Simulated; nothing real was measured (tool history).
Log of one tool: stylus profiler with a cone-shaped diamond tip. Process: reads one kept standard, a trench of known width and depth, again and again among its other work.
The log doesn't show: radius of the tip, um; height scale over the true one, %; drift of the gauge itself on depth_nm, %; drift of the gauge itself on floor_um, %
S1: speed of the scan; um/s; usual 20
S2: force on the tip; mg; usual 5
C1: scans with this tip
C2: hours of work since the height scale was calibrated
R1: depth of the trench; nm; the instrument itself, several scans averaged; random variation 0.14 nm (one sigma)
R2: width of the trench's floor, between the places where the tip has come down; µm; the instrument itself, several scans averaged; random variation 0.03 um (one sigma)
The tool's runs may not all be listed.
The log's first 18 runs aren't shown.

run 19 hour=286.9 | S1=20 S2=6.13 | C1=4500 C2=21 | R1=1025.8 R2=23.37
run 20 hour=298.3 | S1=20 S2=6.13 | C1=4585 C2=29 | R1=1026.09 R2=23.49
run 21 hour=315.3 | S1=20 S2=5 | C1=4711 C2=42 | R1=1022.47 R2=23.43
run 22 hour=325.5 | S1=20 S2=5 | C1=4786 C2=49 | R1=1022.92 R2=23.44
run 23 hour=348 | S1=8 S2=2.4 | C1=4952 C2=66 | R1=1014.03 R2=23.37
run 24 hour=368.6 | S1=47 S2=1.74 | C1=5105 C2=81 | R1=1011.17 R2=23.29
run 25 hour=378.5 | S1=47 S2=1.74 | C1=5177 C2=88 | R1=1011.49 R2=23.36
run 26 hour=388.4 | S1=8 S2=11.4 | C1=5251 C2=96 | R1=1039.68 R2=23.38
run 27 hour=407.2 | S1=8 S2=11.4 | C1=5390 C2=109 | R1=1039.81 R2=23.35
run 28 hour=420.3 | S1=42 S2=5.49 | C1=5487 C2=119 | R1=1024.25 R2=23.34
run 29 hour=436.8 | S1=14 S2=5.78 | C1=5609 C2=131 | R1=1025.06 R2=23.3
run 30 hour=456.6 | S1=14 S2=5.4 | C1=5755 C2=146 | R1=1024.2 R2=23.38
run 31 hour=470.6 | S1=30 S2=7.91 | C1=5859 C2=156 | R1=1031.13 R2=23.33
run 32 hour=491.6 | S1=30 S2=7.91 | C1=6015 C2=172 | R1=1031.49 R2=23.29
run 33 hour=510 | S1=6 S2=13.01 | C1=6150 C2=185 | R1=1043.71 R2=23.22
run 34 hour=529.8 | S1=11 S2=4.65 | C1=6297 C2=200 | R1=1022.02 R2=23.29
run 35 hour=552.1 | S1=55 S2=5 | C1=6462 C2=216 | R1=1023.13 R2=23.18
run 36 hour=565.3 | S1=68 S2=3.18 | C1=6560 C2=226 | R1=1017.11 R2=23.15
run 37 hour=581.9 | S1=68 S2=3.18 | C1=6682 C2=238 | R1=1017.04 R2=23.16
run 38 hour=591.3 | S1=6 S2=4.9 | C1=6752 C2=245 | R1=1022.78 R2=23.22
run 39 hour=610.9 | S1=10 S2=8.14 | C1=6897 C2=260 | R1=1031.62 R2=23.23
run 40 hour=623.7 | S1=10 S2=8.14 | C1=6992 C2=269 | R1=1032.12 R2=23.21
run 41 hour=643.1 | S1=38 S2=14.4 | C1=7135 C2=283 | R1=1046.65 R2=23.15
run 42 hour=658.1 | S1=35 S2=2.36 | C1=7246 C2=294 | R1=1014.13 R2=23.13
run 43 hour=678.2 | S1=35 S2=11.93 | C1=7394 C2=309 | R1=1041.08 R2=23.16

4 ways to go on from here, each from the tool as it stands after run 43. What would each give?
run A hour=687.9 | S1=22 S2=4.02 | C1=7466 C2=316 | R1=? R2=?
run B hour=687.9 | S1=7 S2=3.52 | C1=7466 C2=316 | R1=? R2=?
run C hour=687.9 | S1=8 S2=7.49 | C1=7466 C2=316 | R1=? R2=?
run D hour=687.9 | S1=10 S2=3.76 | C1=7466 C2=316 | R1=? R2=?

run=A R1=1020.19 R2=23.16
run=B R1=1018.51 R2=23.16
run=C R1=1030.48 R2=23.18
run=D R1=1019.09 R2=23.18
Without the tool's hidden state the same runs would have given:
run=A R1=1019.77 R2=23.99
run=B R1=1018.09 R2=23.98
run=C R1=1030.06 R2=24
run=D R1=1018.67 R2=24.01
